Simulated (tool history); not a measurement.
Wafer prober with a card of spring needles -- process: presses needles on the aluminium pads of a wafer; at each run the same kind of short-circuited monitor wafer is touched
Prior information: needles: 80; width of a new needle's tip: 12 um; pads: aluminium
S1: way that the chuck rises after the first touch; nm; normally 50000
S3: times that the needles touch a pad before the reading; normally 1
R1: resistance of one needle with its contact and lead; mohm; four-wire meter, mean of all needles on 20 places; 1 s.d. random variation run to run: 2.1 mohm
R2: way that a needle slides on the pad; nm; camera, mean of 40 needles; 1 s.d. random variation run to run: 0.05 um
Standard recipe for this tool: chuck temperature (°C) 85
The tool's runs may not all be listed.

run 1 hour=0.0 | S1=50000 chuck_temperature_(°C)=85 S3=1 | R1=232 R2=10210
-- hour=8.3 tips cleaned on abrasive film
-- hour=22.2 tips cleaned on abrasive film
-- hour=33.2 tips cleaned on abrasive film
-- hour=47.1 tips cleaned on abrasive film
run 2 hour=48.5 | S1=50000 chuck_temperature_(°C)=85 S3=1 | R1=235 R2=10090
-- hour=59.6 tips cleaned on abrasive film
-- hour=73.4 tips cleaned on abrasive film
-- hour=87.3 tips cleaned on abrasive film
run 3 hour=98.0 | S1=50000 chuck_temperature_(°C)=85 S3=1 | R1=234 R2=10150
-- hour=100.8 tips cleaned on abrasive film
-- hour=103.9 height of the first contact set anew
-- hour=112.2 tips cleaned on abrasive film
-- hour=126.0 tips cleaned on abrasive film
-- hour=139.8 tips cleaned on abrasive film
-- hour=150.9 tips cleaned on abrasive film
run 4 hour=153.0 | S1=50000 chuck_temperature_(°C)=85 S3=1 | R1=234 R2=10190
-- hour=164.1 tips cleaned on abrasive film
-- hour=177.9 tips cleaned on abrasive film
-- hour=189.0 tips cleaned on abrasive film
-- hour=202.8 tips cleaned on abrasive film
-- hour=216.7 tips cleaned on abrasive film
-- hour=227.7 tips cleaned on abrasive film
run 5 hour=238.0 | S1=50000 chuck_temperature_(°C)=85 S3=1 | R1=234 R2=10190
-- hour=240.8 tips cleaned on abrasive film
-- hour=251.9 tips cleaned on abrasive film
-- hour=265.7 tips cleaned on abrasive film
-- hour=279.6 tips cleaned on abrasive film
-- hour=290.6 tips cleaned on abrasive film
-- hour=301.7 tips cleaned on abrasive film
run 6 hour=306.3 | S1=67000 chuck_temperature_(°C)=85 S3=1 | R1=232 R2=13570
-- hour=314.7 tips cleaned on abrasive film
-- hour=328.5 tips cleaned on abrasive film
-- hour=339.8 height of the first contact set anew
-- hour=342.6 tips cleaned on abrasive film
-- hour=356.5 tips cleaned on abrasive film
-- hour=367.5 tips cleaned on abrasive film
-- hour=378.6 tips cleaned on abrasive film
-- hour=392.4 tips cleaned on abrasive film
run 7 hour=394.8 | S1=67000 chuck_temperature_(°C)=85 S3=1 | R1=231 R2=13850
-- hour=405.9 tips cleaned on abrasive film
-- hour=417.0 tips cleaned on abrasive film
-- hour=428.1 tips cleaned on abrasive film
-- hour=441.9 tips cleaned on abrasive film
-- hour=453.0 tips cleaned on abrasive film
-- hour=466.8 tips cleaned on abrasive film
run 8 hour=474.8 | S1=31000 chuck_temperature_(°C)=85 S3=1 | R1=245 R2=6390
-- hour=480.4 tips cleaned on abrasive film
-- hour=491.5 tips cleaned on abrasive film
-- hour=502.6 tips cleaned on abrasive film
-- hour=516.4 tips cleaned on abrasive film
-- hour=527.5 tips cleaned on abrasive film
-- hour=538.6 tips cleaned on abrasive film
-- hour=552.4 tips cleaned on abrasive film
run 9 hour=554.2 | S1=31000 chuck_temperature_(°C)=85 S3=1 | R1=244 R2=6310
-- hour=565.2 tips cleaned on abrasive film
-- hour=573.8 height of the first contact set anew
-- hour=576.6 tips cleaned on abrasive film
-- hour=587.7 tips cleaned on abrasive film
-- hour=601.5 tips cleaned on abrasive film
-- hour=612.6 tips cleaned on abrasive film
-- hour=623.7 tips cleaned on abrasive film
-- hour=637.5 tips cleaned on abrasive film
run 10 hour=647.6 | S1=31000 chuck_temperature_(°C)=85 S3=1 | R1=245 R2=6390
-- hour=650.4 tips cleaned on abrasive film
-- hour=664.2 tips cleaned on abrasive film
-- hour=675.3 tips cleaned on abrasive film
-- hour=686.4 tips cleaned on abrasive film
run 11 hour=692.9 | S1=31000 chuck_temperature_(°C)=85 S3=1 | R1=248 R2=6360
-- hour=698.5 tips cleaned on abrasive film
-- hour=709.6 tips cleaned on abrasive film
-- hour=720.7 tips cleaned on abrasive film
-- hour=734.5 tips cleaned on abrasive film
-- hour=745.6 tips cleaned on abrasive film
-- hour=759.4 tips cleaned on abrasive film
-- hour=770.5 tips cleaned on abrasive film
run 12 hour=777.7 | S1=54000 chuck_temperature_(°C)=54 S3=1 | R1=223 R2=11100
-- hour=783.3 tips cleaned on abrasive film
-- hour=794.4 tips cleaned on abrasive film
-- hour=808.2 tips cleaned on abrasive film
-- hour=808.5 height of the first contact set anew
-- hour=822.3 tips cleaned on abrasive film
-- hour=833.4 tips cleaned on abrasive film
-- hour=847.2 tips cleaned on abrasive film
run 13 hour=849.6 | S1=55000 chuck_temperature_(°C)=89 S3=1 | R1=234 R2=11310
-- hour=860.7 tips cleaned on abrasive film
-- hour=871.8 tips cleaned on abrasive film
-- hour=885.6 tips cleaned on abrasive film
-- hour=896.7 tips cleaned on abrasive film
-- hour=910.5 tips cleaned on abrasive film
-- hour=921.6 tips cleaned on abrasive film
run 14 hour=931.4 | S1=37000 chuck_temperature_(°C)=58 S3=1 | R1=231 R2=7660
-- hour=934.2 tips cleaned on abrasive film
-- hour=945.3 tips cleaned on abrasive film
-- hour=956.4 tips cleaned on abrasive film
-- hour=970.2 tips cleaned on abrasive film
-- hour=984.0 tips cleaned on abrasive film
-- hour=997.9 tips cleaned on abrasive film
-- hour=1011.7 tips cleaned on abrasive film
run 15 hour=1013.6 | S1=42000 chuck_temperature_(°C)=26 S3=2 | R1=221 R2=8640
-- hour=1024.7 tips cleaned on abrasive film
-- hour=1038.5 tips cleaned on abrasive film
-- hour=1044.3 height of the first contact set anew
-- hour=1052.6 tips cleaned on abrasive film
-- hour=1063.7 tips cleaned on abrasive film
run 16 hour=1072.2 | S1=50000 chuck_temperature_(°C)=85 S3=1 | R1=234 R2=10280
-- hour=1075.0 tips cleaned on abrasive film
-- hour=1086.1 tips cleaned on abrasive film
-- hour=1097.2 tips cleaned on abrasive film
-- hour=1108.3 tips cleaned on abrasive film
-- hour=1119.4 tips cleaned on abrasive film
-- hour=1133.2 tips cleaned on abrasive film
-- hour=1144.3 tips cleaned on abrasive film
run 17 hour=1146.2 | S1=54000 chuck_temperature_(°C)=69 S3=2 | R1=227 R2=11150
-- hour=1157.3 tips cleaned on abrasive film
-- hour=1168.4 tips cleaned on abrasive film
-- hour=1182.2 tips cleaned on abrasive film
-- hour=1193.3 tips cleaned on abrasive film
-- hour=1204.4 tips cleaned on abrasive film
run 18 hour=1206.5 | S1=54000 chuck_temperature_(°C)=69 S3=2 | R1=222 R2=11090
-- hour=1217.6 tips cleaned on abrasive film
-- hour=1231.4 tips cleaned on abrasive film
-- hour=1245.2 tips cleaned on abrasive film
-- hour=1256.3 tips cleaned on abrasive film
run 19 hour=1263.9 | S1=36000 chuck_temperature_(°C)=69 S3=1 | R1=232 R2=7410
-- hour=1269.4 tips cleaned on abrasive film
-- hour=1280.7 height of the first contact set anew
-- hour=1283.6 tips cleaned on abrasive film
-- hour=1297.4 tips cleaned on abrasive film
-- hour=1311.2 tips cleaned on abrasive film
-- hour=1322.3 tips cleaned on abrasive film
-- hour=1336.1 tips cleaned on abrasive film
-- hour=1347.2 tips cleaned on abrasive film
run 20 hour=1347.9 | S1=53000 chuck_temperature_(°C)=101 S3=2 | R1=232 R2=11040
-- hour=1359.0 tips cleaned on abrasive film
-- hour=1370.1 tips cleaned on abrasive film
-- hour=1381.1 tips cleaned on abrasive film
-- hour=1395.0 tips cleaned on abrasive film
-- hour=1406.0 tips cleaned on abrasive film
-- hour=1419.9 tips cleaned on abrasive film
run 21 hour=1429.7 | S1=33000 chuck_temperature_(°C)=119 S3=1 | R1=250 R2=6820
-- hour=1432.5 tips cleaned on abrasive film
-- hour=1443.6 tips cleaned on abrasive film
-- hour=1457.4 tips cleaned on abrasive film
-- hour=1468.5 tips cleaned on abrasive film
run 22 hour=1473.7 | S1=50000 chuck_temperature_(°C)=60 S3=3 | R1=227 R2=10420

Measured minus without-hidden-state, run by run (identical run-to-run variation in each term; gauge scatter may differ):
What the log doesn't record here: debris on the tips, nm; way that the needles fall short of the set height, um; tips' diameter, um; drift of the gauge itself on contact_mohm, %; drift of the gauge itself on scrub_um, %.
run=1 R2=+0
run=2 R2=+10
run=3 R2=+10
run=4 R2=+30
run=5 R2=+40
run=6 R2=+60
run=7 R2=+90
run=8 R2=+50
run=9 R2=+60
run=10 R2=+70
run=11 R2=+70
run=12 R2=+140
run=13 R2=+160
run=14 R2=+110
run=15 R2=+140
run=16 R2=+170
run=17 R2=+210
run=18 R2=+210
run=19 R2=+150
run=20 R2=+230
run=21 R2=+150
run=22 R2=+250
R1: at most 1 mohm away from the measurement, every run.
